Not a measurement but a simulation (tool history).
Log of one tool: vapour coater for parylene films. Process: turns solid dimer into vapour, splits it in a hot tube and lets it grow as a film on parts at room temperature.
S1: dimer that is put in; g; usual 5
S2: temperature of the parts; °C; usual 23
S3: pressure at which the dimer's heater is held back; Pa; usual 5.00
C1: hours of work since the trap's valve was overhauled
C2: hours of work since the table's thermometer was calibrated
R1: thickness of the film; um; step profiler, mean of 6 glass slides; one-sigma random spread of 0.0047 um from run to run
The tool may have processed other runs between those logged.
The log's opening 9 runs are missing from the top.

run,day,S1,S2,S3,C1,C2,R1
10,17.100,5,28,4.15,587,794,0.935
# day 18.167: trap's valve overhauled
11,19.125,8,23,5.00,21,834,1.646
12,21.400,5,23,5.00,69,883,1.027
13,23.292,5,23,5.00,110,923,1.018
14,24.775,5,23,5.00,142,955,1.016
# day 26.267: gauge calibrated
15,26.471,5,23,11.44,178,991,0.928
16,28.400,5,28,5.00,220,1033,0.903
17,30.633,5,28,5.00,267,1081,0.907
18,32.646,5,28,5.00,311,1124,0.902
19,34.750,5,28,5.00,356,1169,0.903
20,36.583,5,28,5.00,395,1208,0.910
21,37.850,5,20,5.00,422,1236,1.081
22,39.425,5,20,5.00,456,1269,1.071
23,41.292,5,20,5.00,496,1309,1.078
24,42.721,5,20,5.00,527,1340,1.078
25,44.879,5,20,5.00,573,1386,1.085
# day 46.646: trap's valve overhauled
# day 47.162: table's thermometer calibrated
26,47.758,5,20,5.00,23,13,1.084
27,49.417,5,20,5.00,59,48,1.088
28,51.712,2,34,4.25,108,98,0.332
29,53.104,2,34,4.25,138,127,0.329
30,54.700,2,23,4.23,172,162,0.421

Expected results for the next run?
31,56.579,3,27,3.11,212,202,?

R1: 0.590 um
If the tool had no hidden condition, the same run with the same run-to-run variation would have returned R1 0.573 um.
